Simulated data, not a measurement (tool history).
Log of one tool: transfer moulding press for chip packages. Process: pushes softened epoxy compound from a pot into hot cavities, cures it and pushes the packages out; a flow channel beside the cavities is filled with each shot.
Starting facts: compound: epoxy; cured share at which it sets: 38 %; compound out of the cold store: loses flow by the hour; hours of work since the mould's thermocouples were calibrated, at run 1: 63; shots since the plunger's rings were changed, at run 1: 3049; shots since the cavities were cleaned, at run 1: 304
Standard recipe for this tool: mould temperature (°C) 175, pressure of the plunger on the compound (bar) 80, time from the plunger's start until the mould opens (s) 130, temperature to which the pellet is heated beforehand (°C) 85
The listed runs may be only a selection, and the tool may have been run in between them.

run,hour,mould temperature (°C),pressure of the plunger on the compound (bar),time from the plunger's start until the mould opens (s),temperature to which the pellet is heated beforehand (°C),hours of work since the mould's thermocouples were calibrated,shots since the plunger's rings were changed,shots since the cavities were cleaned,incoming compound's hours out of the cold store,length that the compound runs in the flow channel (mm),greatest force on the pins that push the packages out (N)
1,0,175,80,130,85,63,3049,304,36.2,851,549
2,9.9,175,80,122,85,70,3148,403,18.3,920,632
3,28.3,175,80,122,85,83,3330,585,39.9,841,683
4,49.4,175,80,122,85,97,3539,794,39.2,831,695
# hour 55.3: cavities cleaned with cleaning compound and waxed
5,61.3,175,80,145,85,104,3642,60,31.4,858,388
6,77.9,169,80,130,85,115,3806,224,28.5,881,692
7,96.9,175,80,145,85,128,3995,413,16,887,575
8,112.6,175,80,145,85,139,4150,568,36.5,832,638
9,132.6,175,80,145,85,152,4348,766,28.4,845,635
# hour 141.9: cavities cleaned with cleaning compound and waxed
10,144.1,175,80,145,85,159,4447,22,26.3,849,361
11,163.4,169,83,110,82,172,4639,214,39.9,856,897
12,182.8,175,97.5,110,94,185,4831,406,13.2,981,743
13,203.7,167,70,147,81,199,5038,613,39.4,789,763
14,212.8,167,70,147,81,205,5127,702,9.8,867,817
# hour 218.2: plunger's sealing rings changed
# hour 230.7: cavities cleaned with cleaning compound and waxed
15,234.9,167,70,147,92,218,150,41,42.4,859,456
16,245.4,176,80,161,85,225,254,145,17,963,436
17,255.9,175,80,141,76,232,359,250,10,999,534
18,269.3,171,88.6,151,83,241,491,382,45.7,932,592
19,283.1,171,88.6,151,83,250,628,519,36.8,962,637
20,303.7,171,88.6,151,83,264,832,723,15.5,1026,686

Take each entry between the runs: how does the hidden state at the last listed run before it differ from the hidden state at the first listed run after it?
After run 4, before run 5: cavities cleaned with cleaning compound and waxed (hour 55.3)
  true mould temperature over the reading, C: -0.21 -> -0.22; pressure that reaches the compound, % of what is set: 85.87 -> 85.47; grip of the stained cavities, % over clean ones': 92.2 -> 16.8
  measured less the result without the state, length that the compound runs in the flow channel (mm): -64 -> -68; greatest force on the pins that push the packages out (N): +338 -> +57
After run 9, before run 10: cavities cleaned with cleaning compound and waxed (hour 141.9)
  true mould temperature over the reading, C: -0.3 -> -0.31; pressure that reaches the compound, % of what is set: 82.78 -> 82.43; grip of the stained cavities, % over clean ones': 92.2 -> 9.7
  measured less the result without the state, length that the compound runs in the flow channel (mm): -82 -> -84; greatest force on the pins that push the packages out (N): +306 -> +34
After run 14, before run 15: plunger's sealing rings changed (hour 218.2); cavities cleaned with cleaning compound and waxed (hour 230.7)
  true mould temperature over the reading, C: -0.39 -> -0.42; pressure that reaches the compound, % of what is set: 79.67 -> 99.35; grip of the stained cavities, % over clean ones': 89.7 -> 12.4
  measured less the result without the state, length that the compound runs in the flow channel (mm): -102 -> +0; greatest force on the pins that push the packages out (N): +396 -> +58
